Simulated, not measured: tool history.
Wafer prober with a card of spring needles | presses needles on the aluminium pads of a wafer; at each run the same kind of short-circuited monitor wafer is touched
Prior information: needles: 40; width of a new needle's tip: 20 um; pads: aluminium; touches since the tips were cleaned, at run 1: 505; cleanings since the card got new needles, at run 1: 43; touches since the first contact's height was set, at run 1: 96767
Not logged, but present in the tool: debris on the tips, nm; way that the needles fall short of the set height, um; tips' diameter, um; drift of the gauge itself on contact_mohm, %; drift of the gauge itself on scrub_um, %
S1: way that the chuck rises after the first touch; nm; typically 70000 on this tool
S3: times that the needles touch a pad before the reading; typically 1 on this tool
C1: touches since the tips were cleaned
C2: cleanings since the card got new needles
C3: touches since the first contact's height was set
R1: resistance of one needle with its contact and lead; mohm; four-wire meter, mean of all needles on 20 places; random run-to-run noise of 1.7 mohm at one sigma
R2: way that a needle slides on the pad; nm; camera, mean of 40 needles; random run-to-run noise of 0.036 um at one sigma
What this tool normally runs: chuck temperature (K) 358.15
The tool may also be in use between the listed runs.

Run 1, day 0: usual settings; C1 505; C2 43; C3 96767. Result: R1 268 mohm, R2 8200 nm.
At day 0.912: tips cleaned on abrasive film.
Run 2, day 0.992: usual settings but S1 84000 nm; C1 365; C2 44; C3 101341. Result: R1 214 mohm, R2 9920 nm.
Run 3, day 1.846: usual settings but S1 84000 nm; C1 4308; C2 44; C3 105284. Result: R1 370 mohm, R2 9860 nm.
At day 1.921: tips cleaned on abrasive film.
At day 2.925: tips cleaned on abrasive film.
Run 4, day 3.004: usual settings but S1 84000 nm; C1 383; C2 46; C3 110609. Result: R1 226 mohm, R2 9860 nm.
At day 3.929: tips cleaned on abrasive film.
Run 5, day 3.929: usual settings but S1 84000 nm; C1 0; C2 47; C3 114856. Result: R1 185 mohm, R2 9810 nm.
Run 6, day 4.871: usual settings but chuck temperature (K) 312.15; C1 4365; C2 47; C3 119221. Result: R1 464 mohm, R2 8190 nm.
At day 4.967: tips cleaned on abrasive film.
Run 7, day 5.429: usual settings; C1 2124; C2 48; C3 121769. Result: R1 390 mohm, R2 8150 nm.
At day 5.704: height of the first contact set anew.
Run 8, day 5.962: usual settings; C1 4538; C2 48; C3 1192. Result: R1 456 mohm, R2 8160 nm.
At day 6.038: tips cleaned on abrasive film.
Run 9, day 6.804: usual settings; C1 3559; C2 49; C3 5072. Result: R1 449 mohm, R2 8200 nm.
At day 7.038: tips cleaned on abrasive film.
Run 10, day 7.579: usual settings; C1 2513; C2 50; C3 8633. Result: R1 425 mohm, R2 8030 nm.
At day 8.096: tips cleaned on abrasive film.
Run 11, day 8.721: usual settings; C1 2880; C2 51; C3 13884. Result: R1 434 mohm, R2 8080 nm.
At day 9.125: tips cleaned on abrasive film.
Run 12, day 9.542: usual settings; C1 1926; C2 52; C3 17675. Result: R1 400 mohm, R2 8020 nm.
At day 10.192: tips cleaned on abrasive film.
Run 13, day 10.342: usual settings; C1 675; C2 53; C3 21339. Result: R1 295 mohm, R2 8050 nm.
At day 11.258: tips cleaned on abrasive film.
Run 14, day 11.317: usual settings; C1 275; C2 54; C3 25844. Result: R1 235 mohm, R2 7990 nm.
Run 15, day 12.079: usual settings; C1 3803; C2 54; C3 29372. Result: R1 450 mohm, R2 8040 nm.
At day 12.296: tips cleaned on abrasive film.
At day 12.583: height of the first contact set anew, once more.
Run 16, day 13.138: usual settings; C1 3837; C2 55; C3 2566. Result: R1 438 mohm, R2 8490 nm.
At day 13.354: tips cleaned on abrasive film.
Run 17, day 14.304: usual settings but S1 58000 nm, chuck temperature (K) 307.15; C1 4396; C2 56; C3 7935. Result: R1 583 mohm, R2 6970 nm.
At day 14.371: tips cleaned on abrasive film.
Run 18, day 14.925: usual settings but S1 71000 nm, chuck temperature (K) 387.15; C1 2560; C2 57; C3 10793. Result: R1 393 mohm, R2 8560 nm.
At day 15.446: tips cleaned on abrasive film.
Run 19, day 15.808: usual settings but S1 52000 nm, chuck temperature (K) 374.15; C1 1687; C2 58; C3 14860. Result: R1 505 mohm, R2 6260 nm.
At day 16.454: tips cleaned on abrasive film.
Run 20, day 16.479: usual settings but S1 52000 nm; C1 132; C2 59; C3 17949. Result: R1 257 mohm, R2 6190 nm.
Run 21, day 17.183: usual settings but S1 52000 nm; C1 3379; C2 59; C3 21196. Result: R1 634 mohm, R2 6150 nm.
At day 17.479: tips cleaned on abrasive film.
Run 22, day 17.758: usual settings but S1 52000 nm; C1 1291; C2 60; C3 23842. Result: R1 469 mohm, R2 6190 nm.
At day 18.496: tips cleaned on abrasive film.
Run 23, day 18.767: usual settings but S1 63000 nm, chuck temperature (K) 364.15, S3 2; C1 1255; C2 61; C3 28480. Result: R1 301 mohm, R2 7450 nm.
At day 19.567: tips cleaned on abrasive film.
Run 24, day 19.579: usual settings but S1 63000 nm, chuck temperature (K) 364.15, S3 2; C1 72; C2 62; C3 32226. Result: R1 199 mohm, R2 7530 nm.
Run 25, day 20.242: usual settings but S1 71000 nm; C1 3130; C2 62; C3 35284. Result: R1 429 mohm, R2 8450 nm.
At day 20.575: tips cleaned on abrasive film.
Run 26, day 21.396: usual settings but S1 71000 nm; C1 3806; C2 63; C3 40602. Result: R1 445 mohm, R2 8420 nm.
At day 21.638: tips cleaned on abrasive film.
Run 27, day 22.538: usual settings but S1 84000 nm, chuck temperature (K) 310.15; C1 4159; C2 64; C3 45865. Result: R1 378 mohm, R2 10060 nm.
At day 22.7: tips cleaned on abrasive film.
Run 28, day 23.225: usual settings but S1 84000 nm, chuck temperature (K) 310.15; C1 2436; C2 65; C3 49023. Result: R1 338 mohm, R2 10040 nm.
At day 23.762: tips cleaned on abrasive film.
Run 29, day 24.038: usual settings but S1 68000 nm, S3 2; C1 1286; C2 66; C3 52767. Result: R1 295 mohm, R2 8040 nm.
At day 24.796: tips cleaned on abrasive film.
Run 30, day 25.058: usual settings but S1 52000 nm; C1 1225; C2 67; C3 57467. Result: R1 499 mohm, R2 6190 nm.
At day 25.833: tips cleaned on abrasive film.
Run 31, day 25.842: usual settings but S1 69000 nm, S3 3; C1 45; C2 68; C3 61060. Result: R1 190 mohm, R2 8160 nm.
At day 26.838: tips cleaned on abrasive film.
Run 32, day 26.983: usual settings but S1 69000 nm, S3 3; C1 670; C2 69; C3 66325. Result: R1 221 mohm, R2 8210 nm.

Entry by entry between the runs, the difference in hidden state between the last listed run before and the first listed run after:
Logged between run 1 and run 2: tips cleaned on abrasive film (day 0.912)
  debris on the tips, nm: 66.3 -> 45.3; way that the needles fall short of the set height, um: 1.97 -> 2.09; tips' diameter, um: 21.59 -> 21.63
  what was measured, less what the result would be without the hidden state, R1: +95 -> +47 mohm; R2: -240 -> -250 nm
Logged between run 3 and run 4: tips cleaned on abrasive film (day 1.921); tips cleaned on abrasive film (day 2.925)
  debris on the tips, nm: 195.3 -> 56.1; way that the needles fall short of the set height, um: 2.09 -> 2.34; tips' diameter, um: 21.63 -> 21.72
  what was measured, less what the result would be without the hidden state, R1: +200 -> +58 mohm; R2: -250 -> -280 nm
Logged between run 4 and run 5: tips cleaned on abrasive film (day 3.929)
  debris on the tips, nm: 56.1 -> 15.4; way that the needles fall short of the set height, um: 2.34 -> 2.47; tips' diameter, um: 21.72 -> 21.77
  what was measured, less what the result would be without the hidden state, R1: +58 -> +17 mohm; R2: -280 -> -300 nm
Logged between run 6 and run 7: tips cleaned on abrasive film (day 4.967)
  debris on the tips, nm: 196.2 -> 152.4; way that the needles fall short of the set height, um: 2.47 -> 2.55; tips' diameter, um: 21.77 -> 21.8
  what was measured, less what the result would be without the hidden state, R1: +304 -> +221 mohm; R2: -290 -> -310 nm
Logged between run 7 and run 8: height of the first contact set anew (day 5.704)
  debris on the tips, nm: 152.4 -> 195.3; way that the needles fall short of the set height, um: 2.55 -> 2.84
  what was measured, less what the result would be without the hidden state, R1: +221 -> +285 mohm; R2: -310 -> -350 nm
Logged between run 8 and run 9: tips cleaned on abrasive film (day 6.038)
  debris on the tips, nm: 195.3 -> 187.7; way that the needles fall short of the set height, um: 2.84 -> 2.93; tips' diameter, um: 21.8 -> 21.83
  what was measured, less what the result would be without the hidden state, R1: +285 -> +278 mohm; R2: -350 -> -350 nm
Logged between run 9 and run 10: tips cleaned on abrasive film (day 7.038)
  debris on the tips, nm: 187.7 -> 170.2; way that the needles fall short of the set height, um: 2.93 -> 3.06; tips' diameter, um: 21.83 -> 21.87
  what was measured, less what the result would be without the hidden state, R1: +278 -> +254 mohm; R2: -350 -> -370 nm
Logged between run 10 and run 11: tips cleaned on abrasive film (day 8.096)
  debris on the tips, nm: 170.2 -> 178.6; way that the needles fall short of the set height, um: 3.06 -> 3.19; tips' diameter, um: 21.87 -> 21.92
  what was measured, less what the result would be without the hidden state, R1: +254 -> +264 mohm; R2: -370 -> -380 nm
Logged between run 11 and run 12: tips cleaned on abrasive film (day 9.125)
  debris on the tips, nm: 178.6 -> 151.8; way that the needles fall short of the set height, um: 3.19 -> 3.27; tips' diameter, um: 21.92 -> 21.95
  what was measured, less what the result would be without the hidden state, R1: +264 -> +229 mohm; R2: -380 -> -400 nm
Logged between run 12 and run 13: tips cleaned on abrasive film (day 10.192)
  debris on the tips, nm: 151.8 -> 80.7; way that the needles fall short of the set height, um: 3.27 -> 3.38; tips' diameter, um: 21.95 -> 21.99
  what was measured, less what the result would be without the hidden state, R1: +229 -> +124 mohm; R2: -400 -> -410 nm
Logged between run 13 and run 14: tips cleaned on abrasive film (day 11.258)
  debris on the tips, nm: 80.7 -> 42; way that the needles fall short of the set height, um: 3.38 -> 3.48; tips' diameter, um: 21.99 -> 22.02
  what was measured, less what the result would be without the hidden state, R1: +124 -> +65 mohm; R2: -410 -> -420 nm
Logged between run 15 and run 16: tips cleaned on abrasive film (day 12.296); height of the first contact set anew, once more (day 12.583)
  debris on the tips, nm: 190.3 -> 191.5; way that the needles fall short of the set height, um: 3.48 -> 0; tips' diameter, um: 22.02 -> 22.06
  what was measured, less what the result would be without the hidden state, R1: +285 -> +267 mohm; R2: -420 -> +0 nm
Logged between run 16 and run 17: tips cleaned on abrasive film (day 13.354)
  debris on the tips, nm: 191.5 -> 198.3; way that the needles fall short of the set height, um: 0 -> 0.13; tips' diameter, um: 22.06 -> 22.11
  what was measured, less what the result would be without the hidden state, R1: +267 -> +420 mohm; R2: +0 -> -20 nm
Logged between run 17 and run 18: tips cleaned on abrasive film (day 14.371)
  debris on the tips, nm: 198.3 -> 167.3; way that the needles fall short of the set height, um: 0.13 -> 0.26; tips' diameter, um: 22.11 -> 22.15
  what was measured, less what the result would be without the hidden state, R1: +420 -> +218 mohm; R2: -20 -> -30 nm
Logged between run 18 and run 19: tips cleaned on abrasive film (day 15.446)
  debris on the tips, nm: 167.3 -> 136.1; way that the needles fall short of the set height, um: 0.26 -> 0.37; tips' diameter, um: 22.15 -> 22.19
  what was measured, less what the result would be without the hidden state, R1: +218 -> +325 mohm; R2: -30 -> -40 nm
Logged between run 19 and run 20: tips cleaned on abrasive film (day 16.454)
  debris on the tips, nm: 136.1 -> 32.3; way that the needles fall short of the set height, um: 0.37 -> 0.51; tips' diameter, um: 22.19 -> 22.24
  what was measured, less what the result would be without the hidden state, R1: +325 -> +82 mohm; R2: -40 -> -70 nm
Logged between run 21 and run 22: tips cleaned on abrasive film (day 17.479)
  debris on the tips, nm: 184.9 -> 118.3; way that the needles fall short of the set height, um: 0.51 -> 0.63; tips' diameter, um: 22.24 -> 22.28
  what was measured, less what the result would be without the hidden state, R1: +459 -> +295 mohm; R2: -60 -> -80 nm
Logged between run 22 and run 23: tips cleaned on abrasive film (day 18.496)
  debris on the tips, nm: 118.3 -> 121.4; way that the needles fall short of the set height, um: 0.63 -> 0.77; tips' diameter, um: 22.28 -> 22.33
  what was measured, less what the result would be without the hidden state, R1: +295 -> +128 mohm; R2: -80 -> -90 nm
Logged between run 23 and run 24: tips cleaned on abrasive film (day 19.567)
  debris on the tips, nm: 121.4 -> 22.3; way that the needles fall short of the set height, um: 0.77 -> 0.86; tips' diameter, um: 22.33 -> 22.36
  what was measured, less what the result would be without the hidden state, R1: +128 -> +25 mohm; R2: -90 -> -110 nm
Logged between run 25 and run 26: tips cleaned on abrasive film (day 20.575)
  debris on the tips, nm: 182.3 -> 192.5; way that the needles fall short of the set height, um: 0.86 -> 0.99; tips' diameter, um: 22.36 -> 22.41
  what was measured, less what the result would be without the hidden state, R1: +258 -> +275 mohm; R2: -110 -> -120 nm
Logged between run 26 and run 27: tips cleaned on abrasive film (day 21.638)
  debris on the tips, nm: 192.5 -> 196; way that the needles fall short of the set height, um: 0.99 -> 1.12; tips' diameter, um: 22.41 -> 22.45
  what was measured, less what the result would be without the hidden state, R1: +275 -> +220 mohm; R2: -120 -> -140 nm
Logged between run 27 and run 28: tips cleaned on abrasive film (day 22.7)
  debris on the tips, nm: 196 -> 158.4; way that the needles fall short of the set height, um: 1.12 -> 1.22; tips' diameter, um: 22.45 -> 22.49
  what was measured, less what the result would be without the hidden state, R1: +220 -> +180 mohm; R2: -140 -> -150 nm
Logged between run 28 and run 29: tips cleaned on abrasive film (day 23.762)
  debris on the tips, nm: 158.4 -> 125.6; way that the needles fall short of the set height, um: 1.22 -> 1.32; tips' diameter, um: 22.49 -> 22.52
  what was measured, less what the result would be without the hidden state, R1: +180 -> +121 mohm; R2: -150 -> -160 nm
Logged between run 29 and run 30: tips cleaned on abrasive film (day 24.796)
  debris on the tips, nm: 125.6 -> 120.6; way that the needles fall short of the set height, um: 1.32 -> 1.4; tips' diameter, um: 22.52 -> 22.55
  what was measured, less what the result would be without the hidden state, R1: +121 -> +322 mohm; R2: -160 -> -170 nm
Logged between run 30 and run 31: tips cleaned on abrasive film (day 25.833)
  debris on the tips, nm: 120.6 -> 21.9; way that the needles fall short of the set height, um: 1.4 -> 1.49; tips' diameter, um: 22.55 -> 22.59
  what was measured, less what the result would be without the hidden state, R1: +322 -> +15 mohm; R2: -170 -> -180 nm
Logged between run 31 and run 32: tips cleaned on abrasive film (day 26.838)
  debris on the tips, nm: 21.9 -> 83; way that the needles fall short of the set height, um: 1.49 -> 1.6; tips' diameter, um: 22.59 -> 22.62
  what was measured, less what the result would be without the hidden state, R1: +15 -> +49 mohm; R2: -180 -> -190 nm

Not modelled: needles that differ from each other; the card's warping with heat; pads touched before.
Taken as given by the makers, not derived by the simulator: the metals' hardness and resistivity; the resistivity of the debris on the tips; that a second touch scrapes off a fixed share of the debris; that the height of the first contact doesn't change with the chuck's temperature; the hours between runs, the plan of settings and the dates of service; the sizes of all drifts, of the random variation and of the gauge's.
